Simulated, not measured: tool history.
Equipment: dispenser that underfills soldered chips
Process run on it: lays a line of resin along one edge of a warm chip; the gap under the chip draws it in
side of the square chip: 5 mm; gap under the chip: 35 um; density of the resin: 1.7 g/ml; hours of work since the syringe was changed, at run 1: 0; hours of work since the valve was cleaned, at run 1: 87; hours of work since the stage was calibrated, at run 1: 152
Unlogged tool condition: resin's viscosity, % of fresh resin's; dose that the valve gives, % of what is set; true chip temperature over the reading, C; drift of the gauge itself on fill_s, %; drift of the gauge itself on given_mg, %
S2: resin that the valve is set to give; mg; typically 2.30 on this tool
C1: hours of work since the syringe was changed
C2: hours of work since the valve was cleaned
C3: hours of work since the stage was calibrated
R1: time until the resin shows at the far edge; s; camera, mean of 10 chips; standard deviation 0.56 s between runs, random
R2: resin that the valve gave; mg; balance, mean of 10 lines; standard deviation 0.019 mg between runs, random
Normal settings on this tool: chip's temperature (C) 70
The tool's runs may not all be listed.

{"run": 1, "day": 0.0, "chip's temperature (C)": 70, "S2": 2.3, "C1": 0, "C2": 87, "C3": 152, "R1": 45.3, "R2": 2.19}
{"run": 2, "day": 0.242, "chip's temperature (C)": 70, "S2": 2.3, "C1": 4, "C2": 91, "C3": 156, "R1": 54.3, "R2": 2.2}
{"day": 0.404, "done": "new syringe of resin"}
{"run": 3, "day": 0.433, "chip's temperature (C)": 70, "S2": 2.3, "C1": 0, "C2": 93, "C3": 158, "R1": 46.7, "R2": 2.21}
{"run": 4, "day": 0.629, "chip's temperature (C)": 70, "S2": 2.3, "C1": 3, "C2": 96, "C3": 161, "R1": 53.9, "R2": 2.2}
{"run": 5, "day": 0.767, "chip's temperature (C)": 70, "S2": 2.3, "C1": 5, "C2": 98, "C3": 163, "R1": 60.5, "R2": 2.22}
{"day": 0.8, "done": "new syringe of resin"}
{"run": 6, "day": 0.942, "chip's temperature (C)": 70, "S2": 2.93, "C1": 2, "C2": 101, "C3": 166, "R1": 50.0, "R2": 2.85}
{"run": 7, "day": 1.062, "chip's temperature (C)": 70, "S2": 2.82, "C1": 4, "C2": 103, "C3": 168, "R1": 53.4, "R2": 2.71}
{"day": 1.2, "done": "new syringe of resin"}
{"run": 8, "day": 1.279, "chip's temperature (C)": 70, "S2": 2.82, "C1": 1, "C2": 106, "C3": 171, "R1": 48.1, "R2": 2.67}
{"run": 9, "day": 1.454, "chip's temperature (C)": 70, "S2": 2.82, "C1": 4, "C2": 108, "C3": 173, "R1": 55.0, "R2": 2.7}
{"run": 10, "day": 1.575, "chip's temperature (C)": 70, "S2": 2.82, "C1": 6, "C2": 110, "C3": 175, "R1": 58.6, "R2": 2.66}
{"day": 1.604, "done": "new syringe of resin"}
{"run": 11, "day": 1.817, "chip's temperature (C)": 70, "S2": 2.3, "C1": 3, "C2": 114, "C3": 179, "R1": 51.3, "R2": 2.17}
{"day": 2.0, "done": "new syringe of resin"}
{"run": 12, "day": 2.017, "chip's temperature (C)": 70, "S2": 2.3, "C1": 0, "C2": 116, "C3": 181, "R1": 45.9, "R2": 2.18}
{"run": 13, "day": 2.242, "chip's temperature (C)": 70, "S2": 2.3, "C1": 4, "C2": 120, "C3": 185, "R1": 55.4, "R2": 2.19}
{"day": 2.4, "done": "new syringe of resin"}
{"run": 14, "day": 2.446, "chip's temperature (C)": 70, "S2": 2.53, "C1": 1, "C2": 123, "C3": 188, "R1": 47.0, "R2": 2.4}
{"run": 15, "day": 2.579, "chip's temperature (C)": 70, "S2": 2.53, "C1": 3, "C2": 125, "C3": 190, "R1": 51.8, "R2": 2.41}
{"day": 2.783, "done": "dispensing valve cleaned and set on the balance"}
{"run": 16, "day": 2.804, "chip's temperature (C)": 70, "S2": 2.53, "C1": 5, "C2": 0, "C3": 192, "R1": 59.9, "R2": 2.5}
{"day": 2.842, "done": "new syringe of resin"}
{"run": 17, "day": 2.954, "chip's temperature (C)": 70, "S2": 2.22, "C1": 2, "C2": 2, "C3": 194, "R1": 49.5, "R2": 2.23}
{"run": 18, "day": 3.112, "chip's temperature (C)": 70, "S2": 2.05, "C1": 4, "C2": 5, "C3": 197, "R1": 55.9, "R2": 2.04}
{"day": 3.25, "done": "new syringe of resin"}
{"run": 19, "day": 3.396, "chip's temperature (C)": 70, "S2": 2.05, "C1": 2, "C2": 9, "C3": 201, "R1": 51.0, "R2": 2.01}
{"run": 20, "day": 3.512, "chip's temperature (C)": 65, "S2": 2.09, "C1": 4, "C2": 11, "C3": 203, "R1": 66.0, "R2": 2.1}
{"day": 3.642, "done": "new syringe of resin"}
{"run": 21, "day": 3.729, "chip's temperature (C)": 66, "S2": 2.25, "C1": 1, "C2": 14, "C3": 206, "R1": 55.3, "R2": 2.22}
{"run": 22, "day": 3.996, "chip's temperature (C)": 81, "S2": 2.15, "C1": 5, "C2": 18, "C3": 210, "R1": 43.8, "R2": 2.1}
{"day": 4.042, "done": "new syringe of resin"}
{"run": 23, "day": 4.133, "chip's temperature (C)": 64, "S2": 2.59, "C1": 1, "C2": 19, "C3": 211, "R1": 57.4, "R2": 2.56}
{"run": 24, "day": 4.35, "chip's temperature (C)": 64, "S2": 2.59, "C1": 5, "C2": 23, "C3": 215, "R1": 66.5, "R2": 2.55}
{"day": 4.438, "done": "new syringe of resin"}
{"run": 25, "day": 4.558, "chip's temperature (C)": 69, "S2": 2.28, "C1": 2, "C2": 26, "C3": 218, "R1": 52.3, "R2": 2.22}
{"run": 26, "day": 4.779, "chip's temperature (C)": 76, "S2": 2.51, "C1": 5, "C2": 29, "C3": 221, "R1": 48.6, "R2": 2.46}
{"day": 4.829, "done": "new syringe of resin"}
{"run": 27, "day": 5.012, "chip's temperature (C)": 82, "S2": 2.62, "C1": 3, "C2": 32, "C3": 224, "R1": 35.4, "R2": 2.61}
{"day": 5.221, "done": "new syringe of resin"}
{"run": 28, "day": 5.25, "chip's temperature (C)": 65, "S2": 2.47, "C1": 0, "C2": 36, "C3": 227, "R1": 51.8, "R2": 2.43}
{"run": 29, "day": 5.512, "chip's temperature (C)": 84, "S2": 2.36, "C1": 4, "C2": 39, "C3": 231, "R1": 37.0, "R2": 2.31}
{"day": 5.621, "done": "new syringe of resin"}
{"run": 30, "day": 5.642, "chip's temperature (C)": 58, "S2": 2.83, "C1": 0, "C2": 41, "C3": 233, "R1": 66.0, "R2": 2.79}
{"run": 31, "day": 5.817, "chip's temperature (C)": 74, "S2": 2.91, "C1": 3, "C2": 44, "C3": 236, "R1": 45.4, "R2": 2.85}
{"day": 6.021, "done": "new syringe of resin"}
{"run": 32, "day": 6.079, "chip's temperature (C)": 73, "S2": 2.83, "C1": 1, "C2": 48, "C3": 239, "R1": 41.7, "R2": 2.79}
{"run": 33, "day": 6.338, "chip's temperature (C)": 64, "S2": 2.17, "C1": 5, "C2": 51, "C3": 243, "R1": 70.6, "R2": 2.12}
{"day": 6.412, "done": "new syringe of resin"}
{"run": 34, "day": 6.542, "chip's temperature (C)": 69, "S2": 2.74, "C1": 2, "C2": 54, "C3": 246, "R1": 50.3, "R2": 2.68}
{"run": 35, "day": 6.758, "chip's temperature (C)": 80, "S2": 2.5, "C1": 5, "C2": 57, "C3": 249, "R1": 43.7, "R2": 2.47}

How would selected steps in R1 from run to run divide? Give the signed amount a tool lacking its hidden state would still show from settings, what came in and random variation, and the signed amount left for the hidden state, including any gauge scatter that is not in both of the compared results.
Run 16 -> 17: S2 2.53 -> 2.22, new syringe of resin. R1 -10.4 s: hidden state -10.0, all else -0.4.
Run 29 -> 30: chip's temperature (C) 84 -> 58, S2 2.36 -> 2.83, new syringe of resin. R1 +29.0 s: hidden state -7.1, all else +36.1.
Run 30 -> 31: chip's temperature (C) 58 -> 74, S2 2.83 -> 2.91. R1 -20.6 s: hidden state +6.2, all else -26.8.
Run 32 -> 33: chip's temperature (C) 73 -> 64, S2 2.83 -> 2.17. R1 +28.9 s: hidden state +12.3, all else +16.6.
Run 33 -> 34: chip's temperature (C) 64 -> 69, S2 2.17 -> 2.74, new syringe of resin. R1 -20.3 s: hidden state -9.9, all else -10.4.
